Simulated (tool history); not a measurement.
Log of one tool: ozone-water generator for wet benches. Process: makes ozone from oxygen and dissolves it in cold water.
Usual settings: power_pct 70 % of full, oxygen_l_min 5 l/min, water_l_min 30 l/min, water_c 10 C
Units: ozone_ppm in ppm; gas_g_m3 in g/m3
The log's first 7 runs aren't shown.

run,hour,power_pct,oxygen_l_min,water_l_min,water_c,ozone_ppm,gas_g_m3
8,126.1,70,2.56,30,10,9.8,216.9
9,153.2,70,2.56,30,10,9.9,217.8
10,178.2,70,5,30,10,13.1,173.6
11,191.8,70,5,30,10,12.9,173.3
12,218.1,70,5,41,10,9,170.5
13,246.2,70,5,41,10,8.9,171.8
14,262.2,70,5,31,10,12.6,171.9
15,274.7,70,5,31,10,12.5,171.2
16,300.3,70,5,31,10,12.4,172.7
17,318.4,58,5,31,8,10.8,144.8
18,337.6,58,5,31,8,10.7,146.1
# hour 340.8: water thermometer calibrated
19,367.7,58,5,31,8,10.7,144.5
20,392.9,96,6.31,21,6,28.1,211.1
# hour 414: water thermometer calibrated, once more
21,418.8,96,3.74,41,10,10.5,252.5
22,442.3,76,3.99,38,6,9.9,201
23,469.7,48,2.72,19,6,12.5,151.7
24,484.1,48,2.72,19,6,12.6,150.4
25,510.9,48,2.72,20,11,11.3,149.4
26,534.9,48,2.72,20,11,11.4,152.1
27,561.4,70,5,25,10,15.7,169.9
28,576.4,70,5,25,10,15.6,171.3
29,605.4,79,4.58,30,10,14,198.6
30,625.6,70,5,18,10,21.5,171.4
31,645.5,64,2.53,30,10,8.9,201.5
32,661,70,5,30,16,11.9,169.5

4 ways to go on from here, each from the tool as it stands after run 32. What would each give?
A,682.2,48,7.58,30,9,?,?
B,682.2,93,5,30,16,?,?
C,682.2,44,5,30,16,?,?
D,682.2,71,5,30,16,?,?

run,ozone_ppm,gas_g_m3
A,10.6,105.2
B,15.8,220.4
C,8,113.4
D,12.3,173.4
Without the tool's hidden state the same runs would have given:
run,ozone_ppm,gas_g_m3
A,11.3,106.4
B,17.1,225.2
C,8.6,114.6
D,13.2,176.4
